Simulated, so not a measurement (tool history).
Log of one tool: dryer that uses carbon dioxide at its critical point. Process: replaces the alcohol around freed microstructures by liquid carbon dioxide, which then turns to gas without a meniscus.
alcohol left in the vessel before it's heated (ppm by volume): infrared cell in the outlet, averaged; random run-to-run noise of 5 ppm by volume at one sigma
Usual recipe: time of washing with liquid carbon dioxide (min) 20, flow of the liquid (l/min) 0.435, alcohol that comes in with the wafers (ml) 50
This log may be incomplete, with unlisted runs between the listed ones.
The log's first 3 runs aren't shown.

run   hour  time of washing with liquid carbon dioxide (min)  flow of the liquid (l/min)  alcohol that comes in with the wafers (ml)  alcohol left in the vessel before it's heated (ppm by volume)
  4   81.4                                                20                       0.435                                          50                                                             87
  5  113.3                                                20                       0.668                                          50                                                             79
  6  135.7                                                20                        0.29                                          50                                                            345
  7  154.4                                                20                       0.435                                          50                                                             93
  8  169.5                                                20                       0.435                                          40                                                             93
  9  199.1                                                20                       0.435                                          50                                                             92
 10  229.2                                                20                       0.435                                          50                                                            111
 11  256.5                                                20                       0.435                                          50                                                            104
 12  271.2                                                20                       0.435                                          39                                                            104
 13    289                                                20                       0.435                                          39                                                            108
 14  308.1                                                20                       0.435                                          39                                                            101
 15  331.1                                                20                       0.435                                          39                                                            106
 16  360.1                                                20                       0.435                                          39                                                            110
 17  390.8                                                20                       0.435                                          39                                                            119
 18    414                                                20                       0.435                                          39                                                            116
 19  436.8                                                20                       0.435                                          39                                                            123
 20  462.6                                                20                       0.435                                          50                                                            116
 21  490.8                                                20                       0.435                                          50                                                            127
 22  511.8                                                20                       0.435                                          50                                                            118
 23  542.4                                                24                       0.435                                          50                                                            109
 24    560                                                24                       0.435                                          50                                                            107
 25  581.4                                                24                       0.435                                          50                                                            116
 26  611.8                                                24                       0.435                                          50                                                            112
 27    641                                                24                       0.274                                          30                                                            212

For run 28, what comes out?
 28  663.6                                                23                       0.308                                          37                                                              ?

alcohol left in the vessel before it's heated (ppm by volume): 190
Had the tool carried no hidden state, the very same run would have given alcohol left in the vessel before it's heated (ppm by volume) 59.
